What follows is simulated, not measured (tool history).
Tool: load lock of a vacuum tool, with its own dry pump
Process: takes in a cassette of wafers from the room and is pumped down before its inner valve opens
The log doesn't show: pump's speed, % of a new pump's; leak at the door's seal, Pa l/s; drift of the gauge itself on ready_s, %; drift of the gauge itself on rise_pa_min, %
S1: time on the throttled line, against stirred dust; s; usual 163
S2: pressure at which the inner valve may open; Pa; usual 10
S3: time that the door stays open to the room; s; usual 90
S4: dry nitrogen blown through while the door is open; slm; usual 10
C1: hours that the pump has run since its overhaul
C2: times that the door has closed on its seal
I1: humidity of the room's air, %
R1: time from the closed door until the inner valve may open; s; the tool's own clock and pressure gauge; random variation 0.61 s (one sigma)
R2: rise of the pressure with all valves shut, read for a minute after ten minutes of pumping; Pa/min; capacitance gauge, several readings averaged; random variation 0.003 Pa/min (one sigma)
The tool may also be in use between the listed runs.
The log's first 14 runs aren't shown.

run 15 hour=1970.3 | S1=163 S2=18 S3=90 S4=10 | C1=10707 C2=26400 | I1=44.4 | R1=202.3 R2=0.036
run 16 hour=2059.3 | S1=163 S2=18 S3=90 S4=10 | C1=10796 C2=26676 | I1=44.6 | R1=203.3 R2=0.034
run 17 hour=2162.8 | S1=163 S2=18 S3=90 S4=10 | C1=10899 C2=26997 | I1=43.0 | R1=201.9 R2=0.034
run 18 hour=2344.0 | S1=163 S2=18 S3=90 S4=22 | C1=11080 C2=27559 | I1=44.4 | R1=202.5 R2=0.019
run 19 hour=2474.7 | S1=163 S2=8 S3=68 S4=13 | C1=11211 C2=27965 | I1=44.3 | R1=208.0 R2=0.025
run 20 hour=2664.9 | S1=155 S2=17 S3=36 S4=26 | C1=11401 C2=28555 | I1=45.2 | R1=195.3 R2=0.016
run 21 hour=2798.5 | S1=155 S2=17 S3=36 S4=26 | C1=11535 C2=28970 | I1=43.5 | R1=195.5 R2=0.021
run 22 hour=2935.6 | S1=130 S2=10 S3=205 S4=15 | C1=11672 C2=29395 | I1=43.3 | R1=175.5 R2=0.037
run 23 hour=3034.0 | S1=109 S2=12 S3=105 S4=5 | C1=11770 C2=29700 | I1=46.3 | R1=155.4 R2=0.052
run 24 hour=3136.7 | S1=109 S2=12 S3=105 S4=5 | C1=11873 C2=30019 | I1=43.0 | R1=156.3 R2=0.048
run 25 hour=3251.9 | S1=109 S2=12 S3=105 S4=5 | C1=11988 C2=30377 | I1=41.5 | R1=155.5 R2=0.046
run 26 hour=3363.6 | S1=176 S2=10 S3=90 S4=10 | C1=12100 C2=30723 | I1=41.5 | R1=217.3 R2=0.028
run 27 hour=3467.9 | S1=211 S2=12 S3=90 S4=10 | C1=12204 C2=31047 | I1=44.9 | R1=248.2 R2=0.030
run 28 hour=3581.5 | S1=211 S2=12 S3=90 S4=10 | C1=12318 C2=31399 | I1=44.4 | R1=249.4 R2=0.036
run 29 hour=3663.1 | S1=211 S2=12 S3=90 S4=10 | C1=12399 C2=31652 | I1=47.0 | R1=248.5 R2=0.035
run 30 hour=3745.9 | S1=92 S2=10 S3=129 S4=14 | C1=12482 C2=31909 | I1=46.8 | R1=142.1 R2=0.036
run 31 hour=3939.8 | S1=163 S2=12 S3=90 S4=30 | C1=12676 C2=32511 | I1=45.7 | R1=206.5 R2=0.021
run 32 hour=4041.6 | S1=163 S2=12 S3=90 S4=30 | C1=12778 C2=32827 | I1=41.4 | R1=204.8 R2=0.014
run 33 hour=4192.2 | S1=163 S2=8 S3=90 S4=16 | C1=12929 C2=33294 | I1=44.7 | R1=208.6 R2=0.028

Forecast each of these 5 alternatives for the next run:
run A hour=4387.6 | S1=146 S2=10 S3=90 S4=8 | C1=13124 C2=33900 | I1=42.9 | R1=? R2=?
run B hour=4387.6 | S1=132 S2=11 S3=39 S4=16 | C1=13124 C2=33900 | I1=42.3 | R1=? R2=?
run C hour=4387.6 | S1=163 S2=16 S3=135 S4=8 | C1=13124 C2=33900 | I1=45.8 | R1=? R2=?
run D hour=4387.6 | S1=163 S2=8 S3=90 S4=14 | C1=13124 C2=33900 | I1=45.8 | R1=? R2=?
run E hour=4387.6 | S1=163 S2=16 S3=73 S4=16 | C1=13124 C2=33900 | I1=46.5 | R1=? R2=?

run=A R1=190.7 R2=0.035
run=B R1=176.1 R2=0.019
run=C R1=202.5 R2=0.042
run=D R1=207.4 R2=0.034
run=E R1=202.9 R2=0.028
Without the tool's hidden state the same runs would have given:
run=A R1=190.7 R2=0.033
run=B R1=176.1 R2=0.017
run=C R1=202.5 R2=0.040
run=D R1=207.4 R2=0.032
run=E R1=202.9 R2=0.026
